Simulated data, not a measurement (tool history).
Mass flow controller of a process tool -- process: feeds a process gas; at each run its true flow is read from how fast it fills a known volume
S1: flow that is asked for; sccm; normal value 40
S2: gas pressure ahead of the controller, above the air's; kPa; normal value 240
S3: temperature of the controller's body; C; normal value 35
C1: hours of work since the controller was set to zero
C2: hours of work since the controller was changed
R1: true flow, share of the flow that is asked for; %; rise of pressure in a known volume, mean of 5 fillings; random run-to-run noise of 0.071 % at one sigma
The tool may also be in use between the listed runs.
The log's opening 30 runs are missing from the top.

run,hour,S1,S2,S3,C1,C2,R1
31,10241.4,14,203,36,118,7047,96.09
32,10670.2,21,240,35,270,7199,96.22
33,11069.3,34,240,35,411,7341,96.49
34,11509.1,49,240,35,568,7497,96.72
35,11803.0,49,240,35,672,7601,96.64
36,12037.3,40,249,35,755,7684,96.24
37,12425.5,44,249,40,893,7822,96.77
38,12652.5,40,185,31,974,7903,95.43
39,12982.4,61,240,35,1091,8020,96.47
40,13445.1,37,171,35,1255,8184,95.56
41,13717.4,37,171,29,1352,8281,94.69
42,13980.9,88,241,29,1445,8375,96.24
43,14198.0,17,158,25,1522,8452,92.85
44,14395.9,33,259,35,1593,8522,95.35
45,14723.6,58,259,35,1709,8638,96.14
46,15036.3,47,240,35,1820,8749,95.58
47,15310.5,97,176,38,1917,8847,96.85

Predict each of these 3 candidate next runs independently; none follows another, all start after run 47:
A,15651.0,80,180,29,2038,8968,?
B,15651.0,98,240,35,2038,8968,?
C,15651.0,11,268,34,2038,8968,?

run,R1
A,95.57
B,96.70
C,92.14
The same runs, with their run-to-run variation unchanged, on a tool lacking any hidden condition would have given:
run,R1
A,100.20
B,101.23
C,99.93

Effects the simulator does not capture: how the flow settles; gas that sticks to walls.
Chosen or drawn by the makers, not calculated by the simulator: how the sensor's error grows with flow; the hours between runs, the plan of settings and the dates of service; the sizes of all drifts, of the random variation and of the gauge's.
